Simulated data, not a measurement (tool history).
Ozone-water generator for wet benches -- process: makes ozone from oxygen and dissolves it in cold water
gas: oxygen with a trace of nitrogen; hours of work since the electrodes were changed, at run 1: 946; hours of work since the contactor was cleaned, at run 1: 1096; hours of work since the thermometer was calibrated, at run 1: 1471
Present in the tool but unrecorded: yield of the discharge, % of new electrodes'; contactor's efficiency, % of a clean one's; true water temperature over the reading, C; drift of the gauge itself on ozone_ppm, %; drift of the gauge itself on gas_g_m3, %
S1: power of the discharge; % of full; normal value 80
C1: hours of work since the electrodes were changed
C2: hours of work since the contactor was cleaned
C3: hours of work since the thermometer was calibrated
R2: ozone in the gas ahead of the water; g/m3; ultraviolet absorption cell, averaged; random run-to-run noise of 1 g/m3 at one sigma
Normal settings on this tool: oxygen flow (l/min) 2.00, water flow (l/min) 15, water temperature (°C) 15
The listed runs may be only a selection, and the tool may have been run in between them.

Run 1, hour 0.0: usual settings; C1 946; C2 1096; C3 1471. Result: dissolved ozone (ppm) 11.1, R2 166.9 g/m3.
Run 2, hour 33.2: usual settings but water flow (l/min) 17; C1 979; C2 1129; C3 1504. Result: dissolved ozone (ppm) 9.7, R2 164.4 g/m3.
Run 3, hour 73.2: usual settings but S1 76 % of full, water flow (l/min) 17; C1 1018; C2 1168; C3 1543. Result: dissolved ozone (ppm) 9.3, R2 159.0 g/m3.
At hour 80.4: contactor cleaned.
Run 4, hour 130.6: usual settings but S1 76 % of full, water flow (l/min) 17; C1 1071; C2 49; C3 1596. Result: dissolved ozone (ppm) 8.9, R2 157.8 g/m3.
Run 5, hour 182.6: usual settings but S1 76 % of full, water flow (l/min) 17; C1 1122; C2 101; C3 1647. Result: dissolved ozone (ppm) 9.0, R2 157.5 g/m3.
At hour 228.7: contactor cleaned, once more.
Run 6, hour 230.1: usual settings but S1 100 % of full, oxygen flow (l/min) 1.15, water flow (l/min) 17; C1 1165; C2 1; C3 1690. Result: dissolved ozone (ppm) 9.2, R2 240.3 g/m3.

What does the tool deliver on the next run?
Run 7, hour 264.7: usual settings but S1 100 % of full, oxygen flow (l/min) 1.15, water flow (l/min) 17; C1 1199; C2 36; C3 1724. Result: dissolved ozone (ppm) ?, R2 ?.

dissolved ozone (ppm): 9.4
R2: 241.1 g/m3
Were there no unlogged condition in the tool, this run, its random variation unchanged, would have produced dissolved ozone (ppm) 10.1, R2 255.8 g/m3.

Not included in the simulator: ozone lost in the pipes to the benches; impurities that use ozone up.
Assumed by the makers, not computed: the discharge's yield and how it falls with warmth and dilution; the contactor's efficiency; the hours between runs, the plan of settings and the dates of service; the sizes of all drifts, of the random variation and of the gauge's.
